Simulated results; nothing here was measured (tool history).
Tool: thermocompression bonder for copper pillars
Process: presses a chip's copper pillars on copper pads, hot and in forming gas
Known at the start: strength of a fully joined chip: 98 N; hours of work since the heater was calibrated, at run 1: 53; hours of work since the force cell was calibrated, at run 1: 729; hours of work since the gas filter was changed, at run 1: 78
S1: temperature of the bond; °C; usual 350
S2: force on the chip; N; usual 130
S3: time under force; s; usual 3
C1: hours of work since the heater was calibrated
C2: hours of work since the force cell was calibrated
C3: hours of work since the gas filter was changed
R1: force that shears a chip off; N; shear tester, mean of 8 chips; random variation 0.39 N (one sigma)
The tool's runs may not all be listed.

| run | hour | S1 | S2 | S3 | C1 | C2 | C3 | R1 |
|---|---|---|---|---|---|---|---|---|
| 1 | 0.0 | 350 | 130 | 3 | 53 | 729 | 78 | 59.8 |
| 2 | 36.7 | 350 | 130 | 3 | 80 | 755 | 105 | 59.6 |
| 3 | 95.3 | 350 | 130 | 3 | 122 | 797 | 147 | 59.7 |
|  | 113.8 | forming gas filter changed |
| 4 | 127.4 | 350 | 130 | 3 | 144 | 820 | 10 | 60.4 |
|  | 168.3 | force cell calibrated |
| 5 | 173.1 | 350 | 130 | 3 | 176 | 3 | 42 | 59.7 |
| 6 | 215.0 | 350 | 130 | 3 | 206 | 33 | 72 | 59.4 |
| 7 | 279.9 | 350 | 130 | 3 | 253 | 80 | 118 | 59.3 |
|  | 339.3 | forming gas filter changed |
| 8 | 339.3 | 350 | 130 | 3 | 295 | 122 | 0 | 59.1 |
| 9 | 399.3 | 350 | 130 | 3 | 338 | 165 | 43 | 59.8 |
| 10 | 440.2 | 350 | 130 | 2 | 367 | 195 | 72 | 52.1 |
| 11 | 474.7 | 337 | 130 | 2 | 392 | 220 | 97 | 47.8 |
| 12 | 524.9 | 330 | 115 | 2 | 428 | 256 | 133 | 41.1 |
|  | 565.2 | forming gas filter changed |
| 13 | 590.6 | 338 | 130 | 3 | 475 | 302 | 18 | 55.9 |
| 14 | 650.9 | 338 | 130 | 3 | 518 | 346 | 62 | 55.1 |
| 15 | 697.5 | 336 | 96 | 3 | 552 | 379 | 95 | 42.8 |
| 16 | 737.0 | 336 | 96 | 3 | 580 | 407 | 123 | 42.3 |
| 17 | 766.3 | 331 | 143 | 3 | 601 | 428 | 144 | 57.2 |
|  | 791.1 | forming gas filter changed |
| 18 | 825.6 | 350 | 157 | 3 | 643 | 471 | 25 | 68.1 |

5 ways to go on from here, each from the tool as it stands after run 18. What would each give?
| A | 871.5 | 364 | 118 | 2 | 676 | 504 | 58 | ? |
| B | 871.5 | 354 | 180 | 5 | 676 | 504 | 58 | ? |
| C | 871.5 | 329 | 157 | 3 | 676 | 504 | 58 | ? |
| D | 871.5 | 350 | 130 | 3 | 676 | 504 | 58 | ? |
| E | 871.5 | 367 | 157 | 5 | 676 | 504 | 58 | ? |

| run | R1 |
|---|---|
| A | 53.3 |
| B | 82.4 |
| C | 60.7 |
| D | 59.1 |
| E | 81.4 |
Without the tool's hidden state the same runs would have given:
| run | R1 |
|---|---|
| A | 53.2 |
| B | 82.4 |
| C | 60.7 |
| D | 59.1 |
| E | 81.4 |
